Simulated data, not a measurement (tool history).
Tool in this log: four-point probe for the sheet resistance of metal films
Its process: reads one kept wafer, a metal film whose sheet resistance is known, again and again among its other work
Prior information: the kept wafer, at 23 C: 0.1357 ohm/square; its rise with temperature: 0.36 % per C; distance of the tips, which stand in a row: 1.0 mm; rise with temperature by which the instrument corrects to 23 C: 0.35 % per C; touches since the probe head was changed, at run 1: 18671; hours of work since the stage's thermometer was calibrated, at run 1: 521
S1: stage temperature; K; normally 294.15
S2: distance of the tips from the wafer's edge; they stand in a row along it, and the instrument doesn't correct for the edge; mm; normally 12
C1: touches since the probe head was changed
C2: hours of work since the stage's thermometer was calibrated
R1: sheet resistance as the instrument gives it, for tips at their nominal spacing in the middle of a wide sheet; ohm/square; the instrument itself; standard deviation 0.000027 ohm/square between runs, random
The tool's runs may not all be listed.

run,hour,S1,S2,C1,C2,R1
1,0.0,294.15,12,18671,521,0.134788
2,33.9,294.15,12,19198,539,0.134858
3,107.8,294.15,12,20346,578,0.134873
4,180.6,294.15,12,21477,616,0.134832
5,255.3,294.15,12,22637,655,0.134807
6,292.9,294.15,12,23220,675,0.134797
7,370.1,302.15,12,24420,715,0.134913
8,447.6,302.15,12,25624,756,0.134854
9,481.0,302.15,12,26143,773,0.134843
10,520.1,302.15,43,26750,794,0.134380
11,585.3,296.15,12,27763,828,0.134767
12,662.0,296.15,12,28955,868,0.134807
13,735.0,296.15,12,30089,906,0.134782
14,793.6,296.15,12,30999,937,0.134751
15,833.9,294.15,47,31624,958,0.134264
16,913.3,294.15,12,32858,1000,0.134729
17,947.9,294.15,12,33395,1018,0.134707
18,1023.3,294.15,12,34566,1057,0.134645
19,1091.9,294.15,5,35632,1093,0.137026
20,1146.6,297.15,28,36482,1122,0.134347
21,1180.7,296.15,16,37011,1140,0.134483
22,1243.4,308.15,12,37985,1173,0.134826
23,1323.0,291.15,7,39222,1214,0.135551
# hour 1327.8: stage's thermometer calibrated
24,1378.8,304.15,71,40080,27,0.134298
25,1443.3,307.15,17,41082,60,0.134573
26,1498.4,300.15,12,41939,89,0.134750
# hour 1538.1: stage's thermometer calibrated, once more
27,1568.1,291.15,43,43013,16,0.133966
28,1621.3,300.15,13,43840,44,0.134512
29,1664.6,305.15,17,44511,66,0.134317
30,1733.1,299.15,5,45575,102,0.136792
31,1770.5,301.15,74,46158,122,0.134054
32,1845.6,301.15,74,47323,161,0.134045
33,1896.4,296.15,18,48112,188,0.134214

What differs in the tool's unlogged condition from the final listed run ahead of each entry between runs to the first listed run following it?
Runs 23 to 24: stage's thermometer calibrated (hour 1327.8)
  inner tips' distance over the nominal, %: -1.153 -> -1.161; wafer's true temperature over the reading, C: 0.32 -> 0.43
  what was measured, less what the result would be without the hidden state, R1: -0.001548 -> -0.001504 ohm/square
Runs 26 to 27: stage's thermometer calibrated, once more (hour 1538.1)
  inner tips' distance over the nominal, %: -1.178 -> -1.188; tips' flats over new ones', %: 33 -> 34; wafer's true temperature over the reading, C: 0.45 -> 0.08
  what was measured, less what the result would be without the hidden state, R1: -0.001522 -> -0.001705 ohm/square
